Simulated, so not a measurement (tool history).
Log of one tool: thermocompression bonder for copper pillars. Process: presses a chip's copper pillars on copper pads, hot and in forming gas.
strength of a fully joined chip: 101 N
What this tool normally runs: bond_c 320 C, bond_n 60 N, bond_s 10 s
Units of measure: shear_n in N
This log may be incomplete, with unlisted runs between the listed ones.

run,hour,bond_c,bond_n,bond_s,shear_n
1,0,320,60,10,37.3
2,6.8,333,60,10,42.2
3,16.4,333,60,10,42.2
4,26.6,333,60,10,42.7
5,35.6,333,60,10,42.5
6,43.6,320,40,10,29.9
7,50.2,320,40,10,30.1
8,55.1,335,40,10,34.5
9,63.6,335,40,6,28
10,68.7,350,40,6,32.9
11,79.1,320,60,10,36.9
12,85.5,320,60,10,38
13,90.9,320,60,10,37.2
14,99.9,320,60,10,37.1
15,109.9,320,60,10,37.2
# hour 112.6: heater calibrated with a thermocouple chip
16,117.7,320,60,10,37.3
17,128.5,320,60,10,37.1
18,135.1,320,60,10,37.9
19,145.1,320,60,10,37.3
20,150.9,320,60,10,37
21,161.4,320,60,10,37
22,172.2,292,84,13,37.5
# hour 176.4: heater calibrated with a thermocouple chip, once more
23,179.8,292,84,13,34.9
24,185.1,340,84,15,55.3
25,194.1,340,84,15,55.8
26,199.9,340,44,15,42
27,209.5,302,90,15,42
28,214.7,337,90,15,55.5
29,224.9,332,45,6,27.9
30,233.9,332,45,6,27.5
31,239.8,291,60,10,25.8
32,249.4,291,36,10,19.4
# hour 255.6: forming gas filter changed
33,257,311,47,23,43.9
34,263,311,47,23,44
35,272.2,311,47,23,43.9
36,281,311,47,23,43.6
37,287.6,311,47,23,44
38,294.7,319,60,17,47.2
39,300.3,337,36,8,33
40,305.1,330,72,6,39.1
41,314.6,325,53,22,51.8

Selected run-to-run steps in shear_n, each split into two signed amounts: the part the tool would show with no hidden state at all (from settings, incoming material and random variation), and the remainder, which goes to the hidden state together with any gauge scatter not common to the measured and the hidden-state-free results:
The hidden state here: true temperature of the bond over the reading, C; force that reaches the chip, % of what is set; oxide that the forming gas leaves, % of the face; drift of the gauge itself on shear_n, %.
Run 23 -> 24: bond_c 292 -> 340, bond_s 13 -> 15. shear_n +20.4 N: hidden state -2.4, all else +22.8.
Run 28 -> 29: bond_c 337 -> 332, bond_n 90 -> 45, bond_s 15 -> 6. shear_n -27.6 N: hidden state +3.4, all else -31.
Run 32 -> 33: bond_c 291 -> 311, bond_n 36 -> 47, bond_s 10 -> 23, forming gas filter changed. shear_n +24.5 N: hidden state +2.2, all else +22.3.
